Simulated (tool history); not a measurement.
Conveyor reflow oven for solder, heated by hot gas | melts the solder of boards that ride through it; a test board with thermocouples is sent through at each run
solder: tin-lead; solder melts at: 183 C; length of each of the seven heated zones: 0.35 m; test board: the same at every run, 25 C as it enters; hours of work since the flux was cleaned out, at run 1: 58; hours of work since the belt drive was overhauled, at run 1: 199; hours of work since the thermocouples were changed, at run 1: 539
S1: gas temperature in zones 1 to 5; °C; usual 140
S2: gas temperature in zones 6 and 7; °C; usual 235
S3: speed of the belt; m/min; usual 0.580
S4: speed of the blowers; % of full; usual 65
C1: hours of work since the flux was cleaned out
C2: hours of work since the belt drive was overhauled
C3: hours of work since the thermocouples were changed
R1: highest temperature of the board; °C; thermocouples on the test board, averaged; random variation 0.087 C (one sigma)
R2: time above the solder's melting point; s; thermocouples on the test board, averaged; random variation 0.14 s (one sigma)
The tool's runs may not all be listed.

{"run": 1, "hour": 0.0, "S1": 140, "S2": 235, "S3": 0.58, "S4": 65, "C1": 58, "C2": 199, "C3": 539, "R1": 222.61, "R2": 59.8}
{"run": 2, "hour": 10.1, "S1": 140, "S2": 248, "S3": 0.58, "S4": 65, "C1": 65, "C2": 207, "C3": 547, "R1": 234.46, "R2": 65.5}
{"run": 3, "hour": 16.4, "S1": 140, "S2": 248, "S3": 0.58, "S4": 65, "C1": 70, "C2": 211, "C3": 551, "R1": 234.43, "R2": 65.5}
{"run": 4, "hour": 28.6, "S1": 140, "S2": 230, "S3": 0.58, "S4": 65, "C1": 78, "C2": 220, "C3": 560, "R1": 218.23, "R2": 56.7}
{"run": 5, "hour": 34.9, "S1": 140, "S2": 230, "S3": 0.58, "S4": 65, "C1": 83, "C2": 224, "C3": 564, "R1": 218.29, "R2": 56.5}
{"run": 6, "hour": 46.3, "S1": 140, "S2": 230, "S3": 0.58, "S4": 65, "C1": 91, "C2": 233, "C3": 573, "R1": 218.16, "R2": 56.4}
{"run": 7, "hour": 56.3, "S1": 140, "S2": 235, "S3": 0.58, "S4": 65, "C1": 98, "C2": 240, "C3": 580, "R1": 222.68, "R2": 59.2}
{"run": 8, "hour": 66.5, "S1": 140, "S2": 235, "S3": 0.58, "S4": 65, "C1": 106, "C2": 247, "C3": 587, "R1": 222.65, "R2": 59.4}
{"run": 9, "hour": 75.5, "S1": 140, "S2": 235, "S3": 0.58, "S4": 65, "C1": 112, "C2": 254, "C3": 594, "R1": 222.69, "R2": 59.2}
{"run": 10, "hour": 82.9, "S1": 140, "S2": 235, "S3": 0.58, "S4": 65, "C1": 117, "C2": 259, "C3": 599, "R1": 222.75, "R2": 59.2}
{"run": 11, "hour": 94.1, "S1": 140, "S2": 235, "S3": 0.58, "S4": 65, "C1": 125, "C2": 267, "C3": 607, "R1": 222.81, "R2": 59.3}
{"run": 12, "hour": 106.9, "S1": 140, "S2": 235, "S3": 0.58, "S4": 69, "C1": 135, "C2": 276, "C3": 616, "R1": 223.22, "R2": 59.7}
{"hour": 113.3, "done": "thermocouples of zones 6 and 7 changed"}
{"run": 13, "hour": 115.8, "S1": 140, "S2": 235, "S3": 0.58, "S4": 69, "C1": 140, "C2": 281, "C3": 2, "R1": 221.72, "R2": 59.1}
{"run": 14, "hour": 122.9, "S1": 140, "S2": 235, "S3": 0.596, "S4": 69, "C1": 145, "C2": 286, "C3": 7, "R1": 220.91, "R2": 56.8}
{"run": 15, "hour": 133.1, "S1": 139, "S2": 235, "S3": 0.596, "S4": 69, "C1": 152, "C2": 294, "C3": 14, "R1": 220.76, "R2": 56.4}
{"run": 16, "hour": 140.2, "S1": 153, "S2": 235, "S3": 0.596, "S4": 65, "C1": 157, "C2": 299, "C3": 19, "R1": 222.37, "R2": 61.8}
{"run": 17, "hour": 149.3, "S1": 153, "S2": 235, "S3": 0.596, "S4": 65, "C1": 164, "C2": 305, "C3": 26, "R1": 222.49, "R2": 62.3}
{"run": 18, "hour": 164.0, "S1": 140, "S2": 235, "S3": 0.684, "S4": 81, "C1": 174, "C2": 316, "C3": 36, "R1": 218.63, "R2": 47.7}
{"run": 19, "hour": 171.1, "S1": 140, "S2": 235, "S3": 0.684, "S4": 81, "C1": 179, "C2": 321, "C3": 42, "R1": 218.4, "R2": 47.6}
{"hour": 179.1, "done": "flux residue cleaned out of gas plates and filters"}
{"run": 20, "hour": 186.8, "S1": 140, "S2": 226, "S3": 0.605, "S4": 81, "C1": 5, "C2": 329, "C3": 49, "R1": 214.95, "R2": 52.5}
{"run": 21, "hour": 198.7, "S1": 140, "S2": 226, "S3": 0.605, "S4": 81, "C1": 14, "C2": 337, "C3": 58, "R1": 214.9, "R2": 52.7}
{"run": 22, "hour": 208.8, "S1": 140, "S2": 235, "S3": 0.58, "S4": 74, "C1": 21, "C2": 344, "C3": 65, "R1": 223.1, "R2": 60.2}
{"run": 23, "hour": 215.2, "S1": 140, "S2": 247, "S3": 0.482, "S4": 74, "C1": 26, "C2": 349, "C3": 70, "R1": 238.82, "R2": 81.6}

Run 24 comes next. What will it give?
{"run": 24, "hour": 229.6, "S1": 140, "S2": 247, "S3": 0.482, "S4": 74, "C1": 36, "C2": 359, "C3": 80, "R1": "?", "R2": "?"}

{"run 24": {"R1": 238.83, "R2": 81.6}}
Without the tool's hidden state the same run would have given R1 238.83 °C, R2 80.9 s.

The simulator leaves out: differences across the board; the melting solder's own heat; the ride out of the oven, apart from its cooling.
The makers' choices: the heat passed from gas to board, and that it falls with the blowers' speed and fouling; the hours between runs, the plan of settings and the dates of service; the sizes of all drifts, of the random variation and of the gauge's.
